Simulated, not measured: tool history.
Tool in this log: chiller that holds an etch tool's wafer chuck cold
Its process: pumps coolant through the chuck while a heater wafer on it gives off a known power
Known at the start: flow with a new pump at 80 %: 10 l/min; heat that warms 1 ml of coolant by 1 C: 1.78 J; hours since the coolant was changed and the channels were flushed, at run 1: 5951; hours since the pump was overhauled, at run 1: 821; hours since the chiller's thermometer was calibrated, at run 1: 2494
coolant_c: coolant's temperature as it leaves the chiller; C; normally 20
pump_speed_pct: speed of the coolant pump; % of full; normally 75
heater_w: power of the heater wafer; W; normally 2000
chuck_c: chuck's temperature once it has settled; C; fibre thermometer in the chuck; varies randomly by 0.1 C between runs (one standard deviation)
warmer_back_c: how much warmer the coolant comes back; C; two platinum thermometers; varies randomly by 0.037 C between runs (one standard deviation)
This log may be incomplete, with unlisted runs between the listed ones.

run,hour,coolant_c,pump_speed_pct,heater_w,hours since the coolant was changed and the channels were flushed,hours since the pump was overhauled,hours since the chiller's thermometer was calibrated,chuck_c,warmer_back_c
1,0.0,20,75,2000,5951,821,2494,37.3,7.34
2,45.7,20,75,2000,5997,866,2539,37.5,7.36
3,68.7,20,75,2000,6020,889,2562,37.4,7.44
4,111.8,20,66,2000,6063,932,2605,38.9,8.43
5,147.0,20,75,1517,6098,968,2641,33.2,5.59
6,181.7,20,75,2271,6133,1002,2675,39.9,8.38
7,233.8,20,75,2271,6185,1054,2728,40.0,8.42
8,274.8,20,75,1905,6226,1095,2769,36.7,7.05
9,298.9,20,75,1549,6250,1120,2793,33.7,5.70
10,334.2,20,75,1549,6285,1155,2828,33.8,5.74
11,366.6,20,75,1549,6318,1187,2860,33.7,5.71
12,418.0,20,75,1549,6369,1239,2912,33.8,5.70
13,470.9,20,75,1549,6422,1292,2965,33.7,5.77
14,507.9,20,80,2000,6459,1328,3002,36.9,6.89
15,560.4,20,75,2000,6512,1381,3054,37.7,7.43
16,601.3,20,75,2000,6552,1422,3095,37.7,7.39
17,641.0,12,85,1262,6592,1462,3135,22.3,4.20
18,689.3,12,85,1262,6640,1510,3183,22.5,4.16
19,735.0,20,72,2156,6686,1556,3229,39.6,8.35

Run 20 is up next; what results do you expect?
20,761.6,17,76,2224,6713,1582,3255,?,?

{"run 20": {"chuck_c": 36.7, "warmer_back_c": 8.19}}
Without the tool's hidden state the same run would have given chuck_c 33.9 C, warmer_back_c 7.93 C.
